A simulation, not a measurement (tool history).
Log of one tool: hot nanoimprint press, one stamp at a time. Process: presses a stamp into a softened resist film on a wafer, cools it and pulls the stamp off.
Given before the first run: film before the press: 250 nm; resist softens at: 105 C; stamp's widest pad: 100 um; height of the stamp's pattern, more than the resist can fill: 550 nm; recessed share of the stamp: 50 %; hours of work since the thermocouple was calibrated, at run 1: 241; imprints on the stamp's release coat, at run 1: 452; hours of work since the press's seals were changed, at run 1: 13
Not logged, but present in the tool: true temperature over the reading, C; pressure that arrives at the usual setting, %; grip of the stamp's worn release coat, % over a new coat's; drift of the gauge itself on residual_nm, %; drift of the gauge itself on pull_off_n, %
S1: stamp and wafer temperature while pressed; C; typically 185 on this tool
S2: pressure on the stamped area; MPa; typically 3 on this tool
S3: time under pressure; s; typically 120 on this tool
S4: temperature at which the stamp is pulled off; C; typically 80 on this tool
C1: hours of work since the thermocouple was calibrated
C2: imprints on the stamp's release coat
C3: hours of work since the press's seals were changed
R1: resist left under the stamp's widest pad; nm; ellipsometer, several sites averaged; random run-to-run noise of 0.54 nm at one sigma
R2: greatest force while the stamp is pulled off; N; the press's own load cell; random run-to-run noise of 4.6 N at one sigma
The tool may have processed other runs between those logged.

Run 1, hour 0: usual settings; C1 241; C2 452; C3 13. Result: R1 150.3 nm, R2 243 N.
Run 2, hour 7.6: usual settings; C1 245; C2 467; C3 17. Result: R1 151.2 nm, R2 245 N.
Run 3, hour 14.8: usual settings; C1 248; C2 481; C3 20. Result: R1 149.2 nm, R2 241 N.
Run 4, hour 24.2: usual settings; C1 252; C2 499; C3 25. Result: R1 149.6 nm, R2 254 N.
Run 5, hour 30.1: usual settings; C1 255; C2 510; C3 27. Result: R1 150.8 nm, R2 239 N.
Run 6, hour 38.9: usual settings; C1 259; C2 527; C3 32. Result: R1 150.4 nm, R2 248 N.
Run 7, hour 46.2: usual settings but S2 4.78 MPa; C1 263; C2 541; C3 35. Result: R1 123.9 nm, R2 254 N.
Run 8, hour 53.1: usual settings but S2 4.78 MPa; C1 266; C2 555; C3 38. Result: R1 124.5 nm, R2 248 N.
Run 9, hour 59.6: usual settings but S2 4.78 MPa; C1 269; C2 567; C3 42. Result: R1 124.5 nm, R2 251 N.
Run 10, hour 65.3: usual settings but S2 4.78 MPa; C1 272; C2 578; C3 44. Result: R1 124.6 nm, R2 251 N.
Run 11, hour 72.1: usual settings but S1 188 C, S2 4.78 MPa; C1 275; C2 591; C3 48. Result: R1 114.9 nm, R2 252 N.
Run 12, hour 81: usual settings but S1 188 C, S2 4.78 MPa; C1 280; C2 609; C3 52. Result: R1 115.4 nm, R2 245 N.
At hour 84.4: plate thermocouple calibrated.
Run 13, hour 88: usual settings but S1 181 C; C1 2; C2 616; C3 54. Result: R1 164.3 nm, R2 258 N.
Run 14, hour 93.1: usual settings but S4 65 C; C1 4; C2 626; C3 56. Result: R1 150.8 nm, R2 382 N.
Run 15, hour 100.6: usual settings but S4 65 C; C1 8; C2 641; C3 60. Result: R1 151.5 nm, R2 366 N.
Run 16, hour 110: usual settings but S2 2.61 MPa, S4 66 C; C1 12; C2 659; C3 64. Result: R1 158.6 nm, R2 366 N.
At hour 117: plate thermocouple calibrated, once more.
Run 17, hour 120.9: usual settings but S1 180 C, S3 175 s, S4 73 C; C1 2; C2 674; C3 68. Result: R1 149.9 nm, R2 295 N.
Run 18, hour 130.1: usual settings but S4 75 C; C1 6; C2 692; C3 72. Result: R1 150.3 nm, R2 299 N.
Run 19, hour 137.4: usual settings but S1 177 C, S4 71 C; C1 10; C2 706; C3 76. Result: R1 175.4 nm, R2 330 N.
Run 20, hour 145.6: usual settings but S1 177 C, S4 71 C; C1 14; C2 722; C3 80. Result: R1 177 nm, R2 331 N.
Run 21, hour 153.6: usual settings but S1 181 C, S3 189 s; C1 17; C2 737; C3 84. Result: R1 142.4 nm, R2 259 N.
Run 22, hour 158.9: usual settings but S1 187 C, S2 3.53 MPa, S3 176 s; C1 20; C2 748; C3 86. Result: R1 117.1 nm, R2 262 N.
Run 23, hour 166.1: usual settings but S1 188 C; C1 23; C2 762; C3 90. Result: R1 141 nm, R2 259 N.
Run 24, hour 173.3: usual settings but S1 188 C, S2 4.37 MPa, S3 92 s, S4 76 C; C1 27; C2 775; C3 93. Result: R1 131.6 nm, R2 299 N.
Run 25, hour 180.8: usual settings but S1 188 C, S2 3.29 MPa, S3 87 s, S4 76 C; C1 30; C2 790; C3 97. Result: R1 149.6 nm, R2 286 N.
Run 26, hour 187.7: usual settings but S3 110 s, S4 78 C; C1 34; C2 803; C3 100. Result: R1 153.8 nm, R2 281 N.
Run 27, hour 193.6: usual settings but S1 183 C, S2 1.92 MPa, S3 151 s, S4 78 C; C1 37; C2 815; C3 103. Result: R1 170.3 nm, R2 268 N.
Run 28, hour 197.5: usual settings but S4 71 C; C1 38; C2 822; C3 105. Result: R1 149.2 nm, R2 332 N.
Run 29, hour 201.7: usual settings but S1 182 C, S2 4.49 MPa, S3 62 s, S4 73 C; C1 40; C2 831; C3 107. Result: R1 167.3 nm, R2 314 N.
Run 30, hour 206.6: usual settings but S4 71 C; C1 43; C2 840; C3 109. Result: R1 149.7 nm, R2 325 N.

Predict each of these 3 candidate next runs independently; none follows another, all start after run 30:
Run A, hour 214.4: usual settings but S1 191 C; C1 47; C2 855; C3 113. Result: R1 ?, R2 ?.
Run B, hour 214.4: usual settings but S4 68 C; C1 47; C2 855; C3 113. Result: R1 ?, R2 ?.
Run C, hour 214.4: usual settings but S1 191 C, S3 129 s, S4 71 C; C1 47; C2 855; C3 113. Result: R1 ?, R2 ?.

run     R1   R2
  A    132  271
  B  150.3  353
  C  128.4  338
The same runs, with their run-to-run variation unchanged, on a tool lacking any hidden condition would have given:
run     R1   R2
  A  130.6  227
  B  148.7  296
  C  126.9  284
